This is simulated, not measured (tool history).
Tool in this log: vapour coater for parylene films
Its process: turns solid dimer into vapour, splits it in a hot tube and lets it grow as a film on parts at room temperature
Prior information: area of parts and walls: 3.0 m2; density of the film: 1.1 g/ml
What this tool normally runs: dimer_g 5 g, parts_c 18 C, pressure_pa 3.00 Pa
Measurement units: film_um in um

{"run": 1, "hour": 0.0, "dimer_g": 5, "parts_c": 18, "pressure_pa": 3.0, "film_um": 1.22}
{"run": 2, "hour": 68.1, "dimer_g": 5, "parts_c": 18, "pressure_pa": 3.0, "film_um": 1.207}
{"run": 3, "hour": 142.9, "dimer_g": 5, "parts_c": 18, "pressure_pa": 3.0, "film_um": 1.185}
{"run": 4, "hour": 179.9, "dimer_g": 5, "parts_c": 18, "pressure_pa": 3.0, "film_um": 1.18}
{"hour": 196.0, "done": "trap's valve overhauled"}
{"run": 5, "hour": 225.7, "dimer_g": 5, "parts_c": 18, "pressure_pa": 3.0, "film_um": 1.312}
{"run": 6, "hour": 280.5, "dimer_g": 5, "parts_c": 17, "pressure_pa": 3.0, "film_um": 1.356}
{"run": 7, "hour": 321.7, "dimer_g": 5, "parts_c": 17, "pressure_pa": 3.0, "film_um": 1.333}
{"run": 8, "hour": 380.3, "dimer_g": 5, "parts_c": 17, "pressure_pa": 4.24, "film_um": 1.222}
{"run": 9, "hour": 415.6, "dimer_g": 5, "parts_c": 17, "pressure_pa": 4.24, "film_um": 1.22}
{"run": 10, "hour": 495.2, "dimer_g": 5, "parts_c": 17, "pressure_pa": 4.24, "film_um": 1.185}
{"run": 11, "hour": 575.1, "dimer_g": 5, "parts_c": 17, "pressure_pa": 4.24, "film_um": 1.206}
{"run": 12, "hour": 657.5, "dimer_g": 5, "parts_c": 19, "pressure_pa": 3.0, "film_um": 1.175}
{"run": 13, "hour": 737.4, "dimer_g": 5, "parts_c": 19, "pressure_pa": 3.0, "film_um": 1.162}
{"run": 14, "hour": 814.7, "dimer_g": 5, "parts_c": 19, "pressure_pa": 3.0, "film_um": 1.146}
{"hour": 866.7, "done": "trap's valve overhauled"}
{"run": 15, "hour": 882.9, "dimer_g": 5, "parts_c": 19, "pressure_pa": 3.0, "film_um": 1.25}
{"run": 16, "hour": 950.8, "dimer_g": 5, "parts_c": 19, "pressure_pa": 3.0, "film_um": 1.235}
{"run": 17, "hour": 1027.2, "dimer_g": 5, "parts_c": 19, "pressure_pa": 3.0, "film_um": 1.217}
{"run": 18, "hour": 1101.2, "dimer_g": 5, "parts_c": 18, "pressure_pa": 3.0, "film_um": 1.245}
{"run": 19, "hour": 1153.7, "dimer_g": 5, "parts_c": 27, "pressure_pa": 3.24, "film_um": 0.881}
{"run": 20, "hour": 1221.9, "dimer_g": 8, "parts_c": 18, "pressure_pa": 3.0, "film_um": 1.961}
{"run": 21, "hour": 1293.7, "dimer_g": 8, "parts_c": 18, "pressure_pa": 3.0, "film_um": 1.932}
{"run": 22, "hour": 1352.4, "dimer_g": 7, "parts_c": 17, "pressure_pa": 2.58, "film_um": 1.804}
{"run": 23, "hour": 1415.5, "dimer_g": 3, "parts_c": 13, "pressure_pa": 5.22, "film_um": 0.754}
{"run": 24, "hour": 1465.5, "dimer_g": 3, "parts_c": 18, "pressure_pa": 3.29, "film_um": 0.692}
{"hour": 1536.4, "done": "trap's valve overhauled"}
{"run": 25, "hour": 1537.9, "dimer_g": 6, "parts_c": 18, "pressure_pa": 9.66, "film_um": 1.197}
{"run": 26, "hour": 1589.0, "dimer_g": 6, "parts_c": 14, "pressure_pa": 3.22, "film_um": 1.758}
{"run": 27, "hour": 1669.8, "dimer_g": 6, "parts_c": 14, "pressure_pa": 3.22, "film_um": 1.73}
{"run": 28, "hour": 1740.6, "dimer_g": 3, "parts_c": 24, "pressure_pa": 5.19, "film_um": 0.537}
{"run": 29, "hour": 1798.4, "dimer_g": 6, "parts_c": 18, "pressure_pa": 3.76, "film_um": 1.415}
{"run": 30, "hour": 1861.9, "dimer_g": 6, "parts_c": 18, "pressure_pa": 3.76, "film_um": 1.401}
{"run": 31, "hour": 1929.7, "dimer_g": 7, "parts_c": 18, "pressure_pa": 11.26, "film_um": 1.271}

Forecast run 32:
{"run": 32, "hour": 1988.5, "dimer_g": 6, "parts_c": 12, "pressure_pa": 3.95, "film_um": "?"}

Logged for run 32: film_um 1.650 um.
Take away the tool's hidden state, keep the run-to-run variation as it was, and the same run would have given film_um 1.772 um.
